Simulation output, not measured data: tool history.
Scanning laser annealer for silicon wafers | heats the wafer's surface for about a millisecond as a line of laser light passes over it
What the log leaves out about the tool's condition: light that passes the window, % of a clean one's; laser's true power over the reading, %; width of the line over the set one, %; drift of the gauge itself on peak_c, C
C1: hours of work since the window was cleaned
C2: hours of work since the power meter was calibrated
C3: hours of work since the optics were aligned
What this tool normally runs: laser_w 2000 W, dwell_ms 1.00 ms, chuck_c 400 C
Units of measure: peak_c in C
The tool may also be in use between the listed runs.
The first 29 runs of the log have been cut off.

run 30 hour=604.4 | laser_w=2000 dwell_ms=0.72 chuck_c=427 | C1=20 C2=819 C3=28 | peak_c=1013
run 31 hour=631.2 | laser_w=1757 dwell_ms=1.00 chuck_c=400 | C1=35 C2=834 C3=44 | peak_c=1007
run 32 hour=653.5 | laser_w=1877 dwell_ms=0.97 chuck_c=400 | C1=48 C2=846 C3=56 | peak_c=1047
run 33 hour=673.4 | laser_w=1988 dwell_ms=1.17 chuck_c=404 | C1=59 C2=858 C3=67 | peak_c=1168
run 34 hour=690.1 | laser_w=1988 dwell_ms=1.17 chuck_c=404 | C1=68 C2=867 C3=77 | peak_c=1172
run 35 hour=706.1 | laser_w=1988 dwell_ms=1.17 chuck_c=404 | C1=77 C2=876 C3=86 | peak_c=1167
run 36 hour=720.8 | laser_w=2109 dwell_ms=1.24 chuck_c=398 | C1=85 C2=884 C3=94 | peak_c=1240
run 37 hour=744.6 | laser_w=2000 dwell_ms=1.00 chuck_c=368 | C1=99 C2=898 C3=107 | peak_c=1067
run 38 hour=766.5 | laser_w=2184 dwell_ms=0.84 chuck_c=433 | C1=111 C2=910 C3=120 | peak_c=1136

Forecast each of these 5 alternatives for the next run:
run A hour=790.5 | laser_w=2000 dwell_ms=0.87 chuck_c=378 | C1=124 C2=923 C3=133 | peak_c=?
run B hour=790.5 | laser_w=2160 dwell_ms=0.74 chuck_c=366 | C1=124 C2=923 C3=133 | peak_c=?
run C hour=790.5 | laser_w=1886 dwell_ms=1.05 chuck_c=400 | C1=124 C2=923 C3=133 | peak_c=?
run D hour=790.5 | laser_w=2096 dwell_ms=0.91 chuck_c=422 | C1=124 C2=923 C3=133 | peak_c=?
run E hour=790.5 | laser_w=2168 dwell_ms=0.84 chuck_c=433 | C1=124 C2=923 C3=133 | peak_c=?

run=A peak_c=1023
run=B peak_c=1010
run=C peak_c=1069
run=D peak_c=1122
run=E peak_c=1130
Take away the tool's hidden state, keep each run's random variation, and the runs would have read:
run=A peak_c=1036
run=B peak_c=1022
run=C peak_c=1082
run=D peak_c=1136
run=E peak_c=1143
